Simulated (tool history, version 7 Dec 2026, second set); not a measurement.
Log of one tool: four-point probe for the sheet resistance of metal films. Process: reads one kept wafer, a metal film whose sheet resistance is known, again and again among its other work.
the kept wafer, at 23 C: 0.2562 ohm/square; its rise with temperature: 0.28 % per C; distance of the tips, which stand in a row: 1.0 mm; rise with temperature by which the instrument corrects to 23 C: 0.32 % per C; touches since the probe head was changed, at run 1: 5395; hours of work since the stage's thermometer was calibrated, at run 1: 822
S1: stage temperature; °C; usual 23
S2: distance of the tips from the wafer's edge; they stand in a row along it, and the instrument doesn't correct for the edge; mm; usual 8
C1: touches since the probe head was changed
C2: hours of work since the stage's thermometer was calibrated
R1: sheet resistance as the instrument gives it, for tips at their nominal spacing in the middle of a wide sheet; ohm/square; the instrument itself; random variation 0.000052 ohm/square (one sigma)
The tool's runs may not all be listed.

run 1 hour=0.0 | S1=23 S2=8 | C1=5395 C2=822 | R1=0.259589
run 2 hour=19.4 | S1=23 S2=8 | C1=5674 C2=834 | R1=0.259609
run 3 hour=28.0 | S1=23 S2=8 | C1=5798 C2=840 | R1=0.259590
run 4 hour=39.1 | S1=23 S2=8 | C1=5957 C2=847 | R1=0.259570
run 5 hour=51.1 | S1=23 S2=8 | C1=6131 C2=854 | R1=0.259644
run 6 hour=61.8 | S1=23 S2=36 | C1=6286 C2=861 | R1=0.257529
run 7 hour=71.5 | S1=23 S2=36 | C1=6425 C2=867 | R1=0.257576
run 8 hour=89.3 | S1=23 S2=8 | C1=6681 C2=878 | R1=0.259626
run 9 hour=99.3 | S1=23 S2=8 | C1=6826 C2=884 | R1=0.259663
run 10 hour=111.0 | S1=23 S2=8 | C1=6994 C2=892 | R1=0.259614
run 11 hour=123.7 | S1=23 S2=17 | C1=7176 C2=900 | R1=0.257965
run 12 hour=140.4 | S1=23 S2=17 | C1=7417 C2=910 | R1=0.257917
run 13 hour=149.5 | S1=23 S2=17 | C1=7548 C2=916 | R1=0.257960
run 14 hour=169.4 | S1=23 S2=7 | C1=7835 C2=928 | R1=0.260390
run 15 hour=178.1 | S1=23 S2=7 | C1=7961 C2=934 | R1=0.260275
run 16 hour=188.1 | S1=23 S2=7 | C1=8104 C2=940 | R1=0.260196
-- hour=189.7 stage's thermometer calibrated
run 17 hour=204.0 | S1=21 S2=14 | C1=8325 C2=9 | R1=0.258365
run 18 hour=215.9 | S1=20 S2=8 | C1=8497 C2=16 | R1=0.259889
run 19 hour=235.7 | S1=20 S2=8 | C1=8783 C2=29 | R1=0.259876
run 20 hour=255.5 | S1=24 S2=30 | C1=9068 C2=41 | R1=0.257585
run 21 hour=272.9 | S1=19 S2=5 | C1=9318 C2=52 | R1=0.263251
-- hour=282.5 stage's thermometer calibrated, once more
run 22 hour=289.7 | S1=34 S2=5 | C1=9554 C2=5 | R1=0.262160
run 23 hour=299.0 | S1=34 S2=7 | C1=9687 C2=10 | R1=0.259501
run 24 hour=311.5 | S1=21 S2=69 | C1=9868 C2=18 | R1=0.257887
run 25 hour=327.7 | S1=27 S2=8 | C1=10101 C2=28 | R1=0.259520
run 26 hour=345.1 | S1=24 S2=11 | C1=10351 C2=39 | R1=0.258693
run 27 hour=363.0 | S1=27 S2=41 | C1=10609 C2=51 | R1=0.257444
run 28 hour=380.5 | S1=22 S2=10 | C1=10861 C2=62 | R1=0.259098
run 29 hour=393.7 | S1=21 S2=12 | C1=11051 C2=70 | R1=0.258878
run 30 hour=405.3 | S1=19 S2=28 | C1=11219 C2=77 | R1=0.258155

Forecast each of these 3 alternatives for the next run:
run A hour=423.4 | S1=19 S2=38 | C1=11480 C2=89 | R1=?
run B hour=423.4 | S1=19 S2=74 | C1=11480 C2=89 | R1=?
run C hour=423.4 | S1=26 S2=7 | C1=11480 C2=89 | R1=?

run=A R1=0.258124
run=B R1=0.258155
run=C R1=0.260169
Without the tool's hidden state the same runs would have given:
run=A R1=0.256666
run=B R1=0.256697
run=C R1=0.258701
